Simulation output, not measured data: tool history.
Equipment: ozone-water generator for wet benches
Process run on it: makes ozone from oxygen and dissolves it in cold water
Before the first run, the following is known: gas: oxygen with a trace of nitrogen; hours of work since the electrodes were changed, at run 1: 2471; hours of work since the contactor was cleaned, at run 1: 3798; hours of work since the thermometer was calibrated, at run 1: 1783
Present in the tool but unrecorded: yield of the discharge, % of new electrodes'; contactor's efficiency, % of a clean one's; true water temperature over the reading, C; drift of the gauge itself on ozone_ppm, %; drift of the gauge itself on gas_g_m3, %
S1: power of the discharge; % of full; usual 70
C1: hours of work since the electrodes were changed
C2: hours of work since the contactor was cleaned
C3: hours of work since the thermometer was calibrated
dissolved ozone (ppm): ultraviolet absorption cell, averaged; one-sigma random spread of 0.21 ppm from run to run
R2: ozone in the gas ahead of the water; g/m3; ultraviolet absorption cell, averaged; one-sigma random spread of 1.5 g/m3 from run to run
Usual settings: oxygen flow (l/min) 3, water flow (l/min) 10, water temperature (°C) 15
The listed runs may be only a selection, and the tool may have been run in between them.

{"run": 1, "hour": 0.0, "S1": 70, "oxygen flow (l/min)": 3, "water flow (l/min)": 10, "water temperature (°C)": 15, "C1": 2471, "C2": 3798, "C3": 1783, "dissolved ozone (ppm)": 31.6, "R2": 273.8}
{"run": 2, "hour": 133.5, "S1": 70, "oxygen flow (l/min)": 3, "water flow (l/min)": 10, "water temperature (°C)": 15, "C1": 2581, "C2": 3908, "C3": 1892, "dissolved ozone (ppm)": 31.6, "R2": 275.3}
{"run": 3, "hour": 227.0, "S1": 70, "oxygen flow (l/min)": 3, "water flow (l/min)": 10, "water temperature (°C)": 15, "C1": 2657, "C2": 3984, "C3": 1969, "dissolved ozone (ppm)": 31.8, "R2": 278}
{"run": 4, "hour": 344.4, "S1": 70, "oxygen flow (l/min)": 4.23, "water flow (l/min)": 10, "water temperature (°C)": 15, "C1": 2753, "C2": 4080, "C3": 2065, "dissolved ozone (ppm)": 31.8, "R2": 232.9}
{"run": 5, "hour": 453.8, "S1": 70, "oxygen flow (l/min)": 3, "water flow (l/min)": 10, "water temperature (°C)": 15, "C1": 2843, "C2": 4170, "C3": 2155, "dissolved ozone (ppm)": 32, "R2": 277.1}
{"run": 6, "hour": 600.5, "S1": 70, "oxygen flow (l/min)": 3, "water flow (l/min)": 10, "water temperature (°C)": 15, "C1": 2963, "C2": 4290, "C3": 2275, "dissolved ozone (ppm)": 31.8, "R2": 273.4}
{"run": 7, "hour": 676.1, "S1": 70, "oxygen flow (l/min)": 1.77, "water flow (l/min)": 10, "water temperature (°C)": 15, "C1": 3025, "C2": 4352, "C3": 2337, "dissolved ozone (ppm)": 29.9, "R2": 355.2}
{"run": 8, "hour": 821.2, "S1": 70, "oxygen flow (l/min)": 1.77, "water flow (l/min)": 10, "water temperature (°C)": 15, "C1": 3144, "C2": 4471, "C3": 2456, "dissolved ozone (ppm)": 29.6, "R2": 357.5}
{"run": 9, "hour": 924.3, "S1": 70, "oxygen flow (l/min)": 1.77, "water flow (l/min)": 10, "water temperature (°C)": 15, "C1": 3229, "C2": 4556, "C3": 2540, "dissolved ozone (ppm)": 30.1, "R2": 357.5}
{"run": 10, "hour": 1073.7, "S1": 70, "oxygen flow (l/min)": 3, "water flow (l/min)": 10, "water temperature (°C)": 10, "C1": 3351, "C2": 4678, "C3": 2663, "dissolved ozone (ppm)": 34.4, "R2": 275.9}
{"run": 11, "hour": 1183.7, "S1": 70, "oxygen flow (l/min)": 3, "water flow (l/min)": 10, "water temperature (°C)": 10, "C1": 3441, "C2": 4768, "C3": 2753, "dissolved ozone (ppm)": 34.1, "R2": 274.5}
{"run": 12, "hour": 1333.9, "S1": 70, "oxygen flow (l/min)": 3, "water flow (l/min)": 10, "water temperature (°C)": 10, "C1": 3564, "C2": 4891, "C3": 2876, "dissolved ozone (ppm)": 34.1, "R2": 278.2}
{"run": 13, "hour": 1448.5, "S1": 44, "oxygen flow (l/min)": 3, "water flow (l/min)": 10, "water temperature (°C)": 15, "C1": 3658, "C2": 4985, "C3": 2970, "dissolved ozone (ppm)": 24, "R2": 208.4}
{"run": 14, "hour": 1514.7, "S1": 44, "oxygen flow (l/min)": 3, "water flow (l/min)": 10, "water temperature (°C)": 15, "C1": 3712, "C2": 5040, "C3": 3024, "dissolved ozone (ppm)": 23.9, "R2": 207.1}
{"hour": 1564.7, "done": "water thermometer calibrated"}
{"run": 15, "hour": 1649.5, "S1": 44, "oxygen flow (l/min)": 3, "water flow (l/min)": 10, "water temperature (°C)": 15, "C1": 3823, "C2": 5150, "C3": 70, "dissolved ozone (ppm)": 24, "R2": 207.6}
{"hour": 1693.6, "done": "contactor cleaned"}
{"run": 16, "hour": 1751.8, "S1": 44, "oxygen flow (l/min)": 3, "water flow (l/min)": 10, "water temperature (°C)": 15, "C1": 3903, "C2": 48, "C3": 150, "dissolved ozone (ppm)": 24, "R2": 208.3}
{"run": 17, "hour": 1822.3, "S1": 79, "oxygen flow (l/min)": 3, "water flow (l/min)": 10, "water temperature (°C)": 7, "C1": 3961, "C2": 105, "C3": 208, "dissolved ozone (ppm)": 37.5, "R2": 299.3}
{"run": 18, "hour": 1888.3, "S1": 68, "oxygen flow (l/min)": 1.99, "water flow (l/min)": 11, "water temperature (°C)": 19, "C1": 4015, "C2": 160, "C3": 262, "dissolved ozone (ppm)": 26.3, "R2": 333.9}
{"run": 19, "hour": 1994.2, "S1": 66, "oxygen flow (l/min)": 4.04, "water flow (l/min)": 7, "water temperature (°C)": 12, "C1": 4102, "C2": 246, "C3": 349, "dissolved ozone (ppm)": 39.9, "R2": 230.4}
{"run": 20, "hour": 2129.7, "S1": 70, "oxygen flow (l/min)": 3, "water flow (l/min)": 10, "water temperature (°C)": 20, "C1": 4213, "C2": 357, "C3": 460, "dissolved ozone (ppm)": 29.4, "R2": 278}
{"run": 21, "hour": 2245.5, "S1": 70, "oxygen flow (l/min)": 3, "water flow (l/min)": 10, "water temperature (°C)": 20, "C1": 4308, "C2": 452, "C3": 555, "dissolved ozone (ppm)": 29.6, "R2": 281.3}
{"run": 22, "hour": 2362.3, "S1": 70, "oxygen flow (l/min)": 3, "water flow (l/min)": 13, "water temperature (°C)": 20, "C1": 4404, "C2": 548, "C3": 650, "dissolved ozone (ppm)": 24.6, "R2": 276.5}
{"run": 23, "hour": 2483.5, "S1": 42, "oxygen flow (l/min)": 1.57, "water flow (l/min)": 9, "water temperature (°C)": 13, "C1": 4503, "C2": 647, "C3": 750, "dissolved ozone (ppm)": 23.9, "R2": 279.1}
{"run": 24, "hour": 2594.4, "S1": 70, "oxygen flow (l/min)": 3, "water flow (l/min)": 9, "water temperature (°C)": 15, "C1": 4594, "C2": 738, "C3": 841, "dissolved ozone (ppm)": 34.1, "R2": 279.3}
{"run": 25, "hour": 2681.1, "S1": 62, "oxygen flow (l/min)": 1.96, "water flow (l/min)": 11, "water temperature (°C)": 22, "C1": 4665, "C2": 809, "C3": 912, "dissolved ozone (ppm)": 23.5, "R2": 317.6}
{"run": 26, "hour": 2746.9, "S1": 62, "oxygen flow (l/min)": 4.13, "water flow (l/min)": 10, "water temperature (°C)": 19, "C1": 4719, "C2": 863, "C3": 966, "dissolved ozone (ppm)": 27.4, "R2": 222.5}
{"run": 27, "hour": 2811.1, "S1": 53, "oxygen flow (l/min)": 1.58, "water flow (l/min)": 10, "water temperature (°C)": 8, "C1": 4771, "C2": 916, "C3": 1018, "dissolved ozone (ppm)": 26.3, "R2": 325.8}
{"run": 28, "hour": 2944.0, "S1": 80, "oxygen flow (l/min)": 2.33, "water flow (l/min)": 9, "water temperature (°C)": 7, "C1": 4880, "C2": 1025, "C3": 1127, "dissolved ozone (ppm)": 40.4, "R2": 342.6}
{"run": 29, "hour": 3067.7, "S1": 45, "oxygen flow (l/min)": 4.22, "water flow (l/min)": 10, "water temperature (°C)": 12, "C1": 4982, "C2": 1126, "C3": 1229, "dissolved ozone (ppm)": 25.6, "R2": 181}
{"run": 30, "hour": 3199.8, "S1": 70, "oxygen flow (l/min)": 3, "water flow (l/min)": 11, "water temperature (°C)": 9, "C1": 5090, "C2": 1234, "C3": 1337, "dissolved ozone (ppm)": 32.1, "R2": 280.8}
{"run": 31, "hour": 3277.7, "S1": 70, "oxygen flow (l/min)": 2.63, "water flow (l/min)": 10, "water temperature (°C)": 18, "C1": 5154, "C2": 1298, "C3": 1401, "dissolved ozone (ppm)": 29.7, "R2": 298.7}
{"run": 32, "hour": 3340.4, "S1": 70, "oxygen flow (l/min)": 3.85, "water flow (l/min)": 10, "water temperature (°C)": 7, "C1": 5205, "C2": 1350, "C3": 1452, "dissolved ozone (ppm)": 35.6, "R2": 248.6}

Forecast each of these 5 alternatives for the next run:
{"run": "A", "hour": 3431.9, "S1": 70, "oxygen flow (l/min)": 3, "water flow (l/min)": 15, "water temperature (°C)": 15, "C1": 5280, "C2": 1425, "C3": 1527, "dissolved ozone (ppm)": "?", "R2": "?"}
{"run": "B", "hour": 3431.9, "S1": 70, "oxygen flow (l/min)": 2.89, "water flow (l/min)": 7, "water temperature (°C)": 15, "C1": 5280, "C2": 1425, "C3": 1527, "dissolved ozone (ppm)": "?", "R2": "?"}
{"run": "C", "hour": 3431.9, "S1": 68, "oxygen flow (l/min)": 2.08, "water flow (l/min)": 10, "water temperature (°C)": 15, "C1": 5280, "C2": 1425, "C3": 1527, "dissolved ozone (ppm)": "?", "R2": "?"}
{"run": "D", "hour": 3431.9, "S1": 93, "oxygen flow (l/min)": 3.85, "water flow (l/min)": 6, "water temperature (°C)": 22, "C1": 5280, "C2": 1425, "C3": 1527, "dissolved ozone (ppm)": "?", "R2": "?"}
{"run": "E", "hour": 3431.9, "S1": 78, "oxygen flow (l/min)": 5.28, "water flow (l/min)": 10, "water temperature (°C)": 7, "C1": 5280, "C2": 1425, "C3": 1527, "dissolved ozone (ppm)": "?", "R2": "?"}

run=A dissolved_ozone_(ppm)=23 R2=278.7
run=B dissolved_ozone_(ppm)=40 R2=284.3
run=C dissolved_ozone_(ppm)=30.4 R2=331.2
run=D dissolved_ozone_(ppm)=43.2 R2=295.4
run=E dissolved_ozone_(ppm)=38.7 R2=228.6
With no hidden state in the tool, these same runs would have given:
run=A dissolved_ozone_(ppm)=23 R2=272.8
run=B dissolved_ozone_(ppm)=40.1 R2=278.3
run=C dissolved_ozone_(ppm)=30.5 R2=324.1
run=D dissolved_ozone_(ppm)=43.3 R2=289.2
run=E dissolved_ozone_(ppm)=38.8 R2=223.8

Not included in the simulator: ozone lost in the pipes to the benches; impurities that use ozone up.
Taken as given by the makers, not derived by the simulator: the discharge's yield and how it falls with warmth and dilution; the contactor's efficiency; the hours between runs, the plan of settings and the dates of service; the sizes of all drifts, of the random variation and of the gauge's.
